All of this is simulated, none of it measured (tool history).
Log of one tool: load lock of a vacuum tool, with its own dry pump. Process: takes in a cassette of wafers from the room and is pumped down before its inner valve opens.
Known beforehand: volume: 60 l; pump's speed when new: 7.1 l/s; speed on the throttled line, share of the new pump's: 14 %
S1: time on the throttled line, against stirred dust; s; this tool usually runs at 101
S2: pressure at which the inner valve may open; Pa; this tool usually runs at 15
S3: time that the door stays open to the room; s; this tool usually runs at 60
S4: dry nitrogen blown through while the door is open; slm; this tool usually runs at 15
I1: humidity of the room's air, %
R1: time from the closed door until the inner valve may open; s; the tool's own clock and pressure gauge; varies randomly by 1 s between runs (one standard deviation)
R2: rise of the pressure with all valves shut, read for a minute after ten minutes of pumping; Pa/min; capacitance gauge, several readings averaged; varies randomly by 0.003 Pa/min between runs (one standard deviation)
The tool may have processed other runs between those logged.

run    hour   S1  S2   S3  S4    I1     R1     R2
  1     0.0  101  15   60  15  45.3  165.1  0.328
  2   506.7  101  15   60  15  44.9  165.7  0.360
  3  1030.3  101  15   60  15  46.6  166.4  0.383
  4  1581.2  101  15   60   8  48.4  165.2  0.414
  5  1936.0  101  15   60   8  45.7  168.6  0.432
     1980.9  -- door's seal changed, seat wiped
  6  2402.8   93  15   60  15  43.6  159.7  0.020
  7  2827.1   93  15   60  15  47.9  159.6  0.029
  8  3351.6   93  15   60  15  42.5  159.7  0.031
  9  3721.0   93  15   60  15  43.9  161.8  0.040
 10  4266.5   93  15   60  15  43.2  161.9  0.047
 11  4660.6   93  15   60  15  48.1  161.1  0.052
 12  5226.7  101  15   60  15  46.6  169.8  0.065
 13  5571.3   82  15   60  15  50.0  153.7  0.074
 14  5897.6   65  15   60  15  47.3  138.8  0.073
 15  6428.1   65  15   60  15  46.6  139.5  0.096
 16  6975.3   65  15   60  15  43.7  141.9  0.095
 17  7528.2   65  15   60  15  43.3  141.4  0.117
 18  8074.1  101  15   60  15  45.3  171.9  0.128
 19  8399.9  101  15   60  15  47.1  172.7  0.135
 20  8766.0   97  20  120   5  45.7  166.1  0.165
 21  9343.0   97  20  120   5  45.0  167.9  0.179
 22  9737.0   97  19  120  19  42.8  166.4  0.177

Run 23 comes next. What will it give?
 23  10122.1  97  19  228  19  49.0   ?   ?

{"run 23": {"R1": 165.7, "R2": 0.192}}
Minus the tool's unlogged condition, the same run would have read R1 154.1 s, R2 0.024 Pa/min.
